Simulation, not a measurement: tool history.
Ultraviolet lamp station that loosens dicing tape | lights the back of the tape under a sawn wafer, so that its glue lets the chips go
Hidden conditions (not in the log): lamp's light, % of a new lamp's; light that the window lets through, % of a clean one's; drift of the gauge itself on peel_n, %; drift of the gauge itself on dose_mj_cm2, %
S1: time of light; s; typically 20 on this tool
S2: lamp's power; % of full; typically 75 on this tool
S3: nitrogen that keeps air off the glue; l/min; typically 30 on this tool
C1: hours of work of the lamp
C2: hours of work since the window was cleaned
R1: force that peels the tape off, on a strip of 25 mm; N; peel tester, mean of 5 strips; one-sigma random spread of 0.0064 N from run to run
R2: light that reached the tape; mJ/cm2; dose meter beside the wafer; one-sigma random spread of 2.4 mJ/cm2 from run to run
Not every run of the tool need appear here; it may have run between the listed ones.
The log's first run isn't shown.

run	hour	S1	S2	S3	C1	C2	R1	R2
2	21.3	20	75	30	139	420	0.241	225
3	42.9	20	75	30	149	430	0.258	227
4	65	20	75	30	160	441	0.265	227
5	76.8	20	75	30	165	446	0.258	224
6	103	20	75	30	178	459	0.258	228
7	121.9	20	75	30	187	468	0.261	229
8	140.1	14	75	30	196	477	0.542	152
9	156.2	20	75	30	203	484	0.265	226
10	168.4	20	75	30	209	490	0.267	223
11	193.1	20	75	30	221	502	0.271	224
12	204.8	20	75	30	227	507	0.263	221
13	224.7	20	75	34	236	517	0.248	224
14	241.4	20	75	34	244	525	0.252	222
15	257.1	20	75	30	252	532	0.267	219
# hour 263.3: window cleaned of glue's vapour
16	282.7	13	75	30	264	9	0.696	132
17	305.1	20	75	30	274	20	0.314	208
# hour 318.5: window cleaned of glue's vapour, once more
18	331	20	75	30	286	6	0.227	242
19	358.5	20	75	30	299	19	0.219	236
20	384.1	29	73	30	312	31	0.133	342
21	410	17	63	30	324	44	0.456	170
22	432.3	26	62	30	335	54	0.211	253
23	457	20	64	30	347	66	0.305	200
24	476.6	12	75	12	356	75	1.123	141

Run 25 is up next; what results do you expect?
25	496.9	12	75	12	366	85	?	?

For run 25 the tool returned R1 1.121 N, R2 139 mJ/cm2.
Without the tool's hidden state the same run would have given R1 0.955 N, R2 155 mJ/cm2.

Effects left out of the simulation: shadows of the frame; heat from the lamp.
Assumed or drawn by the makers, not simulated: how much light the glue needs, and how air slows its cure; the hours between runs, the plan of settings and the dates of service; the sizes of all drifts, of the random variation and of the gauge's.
